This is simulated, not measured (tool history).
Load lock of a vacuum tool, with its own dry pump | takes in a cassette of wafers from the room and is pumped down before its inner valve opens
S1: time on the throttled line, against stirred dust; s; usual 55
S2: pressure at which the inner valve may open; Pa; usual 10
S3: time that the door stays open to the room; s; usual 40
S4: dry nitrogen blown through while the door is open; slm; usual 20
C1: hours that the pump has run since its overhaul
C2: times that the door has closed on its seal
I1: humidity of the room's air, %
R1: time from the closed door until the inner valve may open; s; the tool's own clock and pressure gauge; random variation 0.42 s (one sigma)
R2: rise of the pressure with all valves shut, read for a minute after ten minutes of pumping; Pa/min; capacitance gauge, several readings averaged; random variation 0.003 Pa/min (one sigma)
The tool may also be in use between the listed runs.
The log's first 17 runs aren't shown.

run	hour	S1	S2	S3	S4	C1	C2	I1	R1	R2
18	2495.6	55	9	40	20	6652	18986	47.2	124.5	0.019
19	2693.7	55	14	40	20	6850	19906	45.3	120.3	0.019
20	2822.8	55	14	40	20	6979	20506	46.4	120.5	0.017
21	2973.0	99	10	40	20	7129	21203	47.8	155.5	0.016
22	3073.3	99	10	40	20	7230	21669	44.1	155.8	0.018
23	3250.3	55	10	40	19	7407	22491	42.4	123.7	0.021
24	3356.2	61	10	40	44	7512	22983	45.0	127.8	0.020
25	3480.0	61	10	40	44	7636	23557	47.2	128.0	0.014
26	3660.1	61	10	40	44	7816	24394	45.4	127.8	0.017
27	3753.9	106	10	146	5	7910	24829	44.5	161.3	0.034
28	3870.5	106	10	146	5	8027	25371	45.1	161.2	0.039
29	3969.8	106	10	146	5	8126	25832	49.0	161.2	0.048
30	4105.4	59	10	40	15	8262	26462	45.8	126.5	0.022
31	4232.3	59	19	40	15	8389	27051	47.7	120.1	0.017
32	4408.6	59	19	40	15	8565	27870	44.1	121.2	0.019
33	4549.3	36	10	40	20	8705	28523	45.6	109.9	0.019
34	4675.0	76	12	219	12	8831	29107	43.9	137.6	0.032
35	4798.4	109	14	95	28	8955	29680	48.2	159.8	0.018
36	4927.3	109	14	95	28	9083	30278	47.1	160.2	0.025
37	5009.3	55	10	116	36	9166	30660	46.0	124.1	0.013

4 ways to go on from here, each from the tool as it stands after run 37. What would each give?
A	5194.8	99	10	33	5	9351	31521	45.1	?	?
B	5194.8	93	9	116	16	9351	31521	45.4	?	?
C	5194.8	50	10	111	10	9351	31521	46.4	?	?
D	5194.8	55	10	153	9	9351	31521	44.7	?	?

run	R1	R2
A	156.2	0.033
B	151.4	0.021
C	119.9	0.028
D	123.4	0.037
Without the tool's hidden state the same runs would have given:
run	R1	R2
A	156.2	0.031
B	151.4	0.019
C	119.9	0.026
D	123.4	0.035
